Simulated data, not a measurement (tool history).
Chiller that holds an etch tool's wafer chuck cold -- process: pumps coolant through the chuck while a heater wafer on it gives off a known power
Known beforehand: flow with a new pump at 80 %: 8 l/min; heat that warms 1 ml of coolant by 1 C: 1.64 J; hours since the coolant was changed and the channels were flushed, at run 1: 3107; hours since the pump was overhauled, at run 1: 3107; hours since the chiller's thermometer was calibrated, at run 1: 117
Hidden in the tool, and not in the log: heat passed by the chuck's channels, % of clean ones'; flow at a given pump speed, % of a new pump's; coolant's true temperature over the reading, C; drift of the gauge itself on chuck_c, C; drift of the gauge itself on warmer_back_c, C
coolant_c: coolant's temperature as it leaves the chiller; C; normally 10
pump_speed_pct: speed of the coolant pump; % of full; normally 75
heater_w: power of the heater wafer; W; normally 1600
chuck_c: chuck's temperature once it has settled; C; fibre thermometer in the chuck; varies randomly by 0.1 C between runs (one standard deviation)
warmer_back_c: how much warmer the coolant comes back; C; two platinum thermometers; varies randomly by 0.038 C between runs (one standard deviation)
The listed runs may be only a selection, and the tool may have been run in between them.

run     day  coolant_c  pump_speed_pct  heater_w  hours since the coolant was changed and the channels were flushed  hours since the pump was overhauled  hours since the chiller's thermometer was calibrated  chuck_c  warmer_back_c
  1       0         10              75      1600                                                               3107                                 3107                                                   117       24           8.26
  2   7.175         10              75      1600                                                               3280                                 3280                                                   290     24.1           8.29
  3  13.588         10              75      1600                                                               3433                                 3433                                                   444     24.2           8.26
  4  19.017         10              75      1600                                                               3564                                 3564                                                   574     24.2           8.26
  5  25.942         10              75      1600                                                               3730                                 3730                                                   740     24.4           8.35
  6    30.5         10              75      1600                                                               3839                                 3839                                                   849     24.4           8.27
  7  34.308         10              75      1600                                                               3931                                 3931                                                   941     24.4           8.36
  8  39.621         10              75      1600                                                               4058                                 4058                                                  1068     24.6           8.37
  9  45.733         15              75      1113                                                               4205                                 4205                                                  1215       25           5.86
     46.154  -- chiller's thermometer calibrated
 10  51.804         16              65      1600                                                               4350                                 4350                                                   136     32.7           9.84

Predict the results of run 11:
 11  55.496         16              65      1600                                                               4438                                 4438                                                   224        ?              ?

{"run 11": {"chuck_c": 32.9, "warmer_back_c": 9.98}}
On a tool with no hidden condition, and with the same random variation, this run would have come out at chuck_c 31.4 C, warmer_back_c 9.34 C.

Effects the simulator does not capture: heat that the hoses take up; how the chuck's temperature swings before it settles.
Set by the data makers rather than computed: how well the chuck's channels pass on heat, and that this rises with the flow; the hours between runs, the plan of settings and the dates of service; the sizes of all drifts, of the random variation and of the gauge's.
